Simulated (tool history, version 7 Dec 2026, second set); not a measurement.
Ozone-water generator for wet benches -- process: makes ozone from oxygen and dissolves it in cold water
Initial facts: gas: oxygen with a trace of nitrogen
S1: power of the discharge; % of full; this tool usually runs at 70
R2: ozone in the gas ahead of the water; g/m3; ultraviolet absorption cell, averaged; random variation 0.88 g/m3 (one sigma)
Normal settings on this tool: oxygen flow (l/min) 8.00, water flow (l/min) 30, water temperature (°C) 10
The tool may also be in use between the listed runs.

Run 1, hour 0.0: usual settings. Result: dissolved ozone (ppm) 18.2, R2 142.8 g/m3.
Run 2, hour 32.8: usual settings but S1 42 % of full. Result: dissolved ozone (ppm) 13.9, R2 109.7 g/m3.
Run 3, hour 64.5: usual settings but S1 42 % of full, water flow (l/min) 48. Result: dissolved ozone (ppm) 9.3, R2 108.5 g/m3.
Run 4, hour 79.3: usual settings but S1 42 % of full, water flow (l/min) 48. Result: dissolved ozone (ppm) 9.2, R2 107.7 g/m3.
Run 5, hour 103.2: usual settings but S1 42 % of full, water flow (l/min) 48. Result: dissolved ozone (ppm) 9.3, R2 108.1 g/m3.
Run 6, hour 137.6: usual settings but S1 42 % of full, water flow (l/min) 48. Result: dissolved ozone (ppm) 9.5, R2 107.3 g/m3.
Run 7, hour 152.6: usual settings but water temperature (°C) 8. Result: dissolved ozone (ppm) 18.6, R2 142.3 g/m3.
Run 8, hour 170.0: usual settings but oxygen flow (l/min) 4.93, water temperature (°C) 8. Result: dissolved ozone (ppm) 18.1, R2 192.3 g/m3.
Run 9, hour 185.3: usual settings but water flow (l/min) 18. Result: dissolved ozone (ppm) 25.7, R2 142.8 g/m3.
Run 10, hour 207.8: usual settings but water flow (l/min) 20. Result: dissolved ozone (ppm) 24.1, R2 139.8 g/m3.
Run 11, hour 223.2: usual settings but water flow (l/min) 20. Result: dissolved ozone (ppm) 24.0, R2 140.8 g/m3.
At hour 225.3: water thermometer calibrated.
Run 12, hour 240.1: usual settings but water flow (l/min) 23. Result: dissolved ozone (ppm) 21.8, R2 141.3 g/m3.
Run 13, hour 274.9: usual settings but S1 89 % of full. Result: dissolved ozone (ppm) 20.7, R2 160.1 g/m3.
Run 14, hour 292.0: usual settings. Result: dissolved ozone (ppm) 18.1, R2 141.3 g/m3.
Run 15, hour 309.1: usual settings. Result: dissolved ozone (ppm) 18.2, R2 142.3 g/m3.
Run 16, hour 336.0: usual settings. Result: dissolved ozone (ppm) 17.8, R2 140.5 g/m3.
Run 17, hour 350.3: usual settings but S1 74 % of full. Result: dissolved ozone (ppm) 18.5, R2 144.2 g/m3.
Run 18, hour 379.6: usual settings but water temperature (°C) 9. Result: dissolved ozone (ppm) 18.2, R2 140.8 g/m3.
Run 19, hour 399.8: usual settings but S1 92 % of full, water temperature (°C) 14. Result: dissolved ozone (ppm) 19.5, R2 165.1 g/m3.
At hour 411.6: water thermometer calibrated, once more.
Run 20, hour 433.7: usual settings but S1 50 % of full, oxygen flow (l/min) 12.49, water flow (l/min) 20. Result: dissolved ozone (ppm) 18.5, R2 89.3 g/m3.
Run 21, hour 457.5: usual settings but water flow (l/min) 40, water temperature (°C) 11. Result: dissolved ozone (ppm) 14.3, R2 140.5 g/m3.
Run 22, hour 476.2: usual settings but oxygen flow (l/min) 8.60, water flow (l/min) 40, water temperature (°C) 11. Result: dissolved ozone (ppm) 14.1, R2 135.0 g/m3.
Run 23, hour 496.5: usual settings but S1 58 % of full, oxygen flow (l/min) 8.60, water flow (l/min) 40, water temperature (°C) 11. Result: dissolved ozone (ppm) 12.8, R2 120.8 g/m3.
Run 24, hour 519.9: usual settings but S1 58 % of full, oxygen flow (l/min) 8.60, water flow (l/min) 40, water temperature (°C) 11. Result: dissolved ozone (ppm) 13.1, R2 120.8 g/m3.
Run 25, hour 549.8: usual settings but S1 93 % of full, oxygen flow (l/min) 9.32, water flow (l/min) 23, water temperature (°C) 11. Result: dissolved ozone (ppm) 24.2, R2 148.5 g/m3.
Run 26, hour 570.7: usual settings but S1 93 % of full, oxygen flow (l/min) 9.32, water flow (l/min) 23, water temperature (°C) 11. Result: dissolved ozone (ppm) 24.3, R2 146.4 g/m3.
Run 27, hour 585.4: usual settings but S1 93 % of full, oxygen flow (l/min) 9.32, water flow (l/min) 23, water temperature (°C) 11. Result: dissolved ozone (ppm) 24.3, R2 148.3 g/m3.
Run 28, hour 618.7: usual settings but S1 93 % of full, oxygen flow (l/min) 9.32, water flow (l/min) 23, water temperature (°C) 11. Result: dissolved ozone (ppm) 24.2, R2 144.3 g/m3.
Run 29, hour 645.2: usual settings but S1 45 % of full, oxygen flow (l/min) 6.63, water flow (l/min) 26. Result: dissolved ozone (ppm) 15.7, R2 122.9 g/m3.
Run 30, hour 663.6: usual settings but S1 46 % of full, oxygen flow (l/min) 6.63, water flow (l/min) 26. Result: dissolved ozone (ppm) 15.8, R2 124.8 g/m3.
Run 31, hour 693.0: usual settings but S1 63 % of full, oxygen flow (l/min) 6.63, water flow (l/min) 23. Result: dissolved ozone (ppm) 20.6, R2 147.4 g/m3.
Run 32, hour 708.7: usual settings but water flow (l/min) 44. Result: dissolved ozone (ppm) 13.0, R2 137.7 g/m3.
Run 33, hour 739.3: usual settings but S1 62 % of full, water flow (l/min) 31. Result: dissolved ozone (ppm) 16.3, R2 129.6 g/m3.

Difference, measured minus no-hidden-state, one row per run. Run-to-run variation is common to both terms; the gauge's own scatter need not be:
What the log doesn't record here: yield of the discharge, % of new electrodes'; contactor's efficiency, % of a clean one's; true water temperature over the reading, C; drift of the gauge itself on ozone_ppm, %; drift of the gauge itself on gas_g_m3, %.
run  dissolved ozone (ppm)    R2
  1                   -0.7  -1.7
  2                   -0.5  -1.0
  3                   -0.4  -1.2
  4                   -0.3  -1.2
  5                   -0.4  -1.3
  6                   -0.4  -1.4
  7                   -0.8  -2.6
  8                   -0.9  -3.7
  9                   -1.1  -2.9
 10                   -1.0  -2.9
 11                   -1.1  -3.1
 12                   -1.1  -3.2
 13                   -1.1  -4.3
 14                   -1.0  -3.5
 15                   -1.0  -3.6
 16                   -1.0  -3.8
 17                   -1.1  -4.1
 18                   -1.1  -4.1
 19                   -1.2  -5.7
 20                   -0.9  -2.3
 21                   -0.9  -4.6
 22                   -0.9  -4.5
 23                   -0.8  -3.8
 24                   -0.8  -3.8
 25                   -1.7  -6.3
 26                   -1.7  -6.4
 27                   -1.7  -6.6
 28                   -1.8  -6.8
 29                   -0.9  -3.9
 30                   -1.0  -4.1
 31                   -1.4  -6.2
 32                   -1.0  -6.2
 33                   -1.2  -5.6
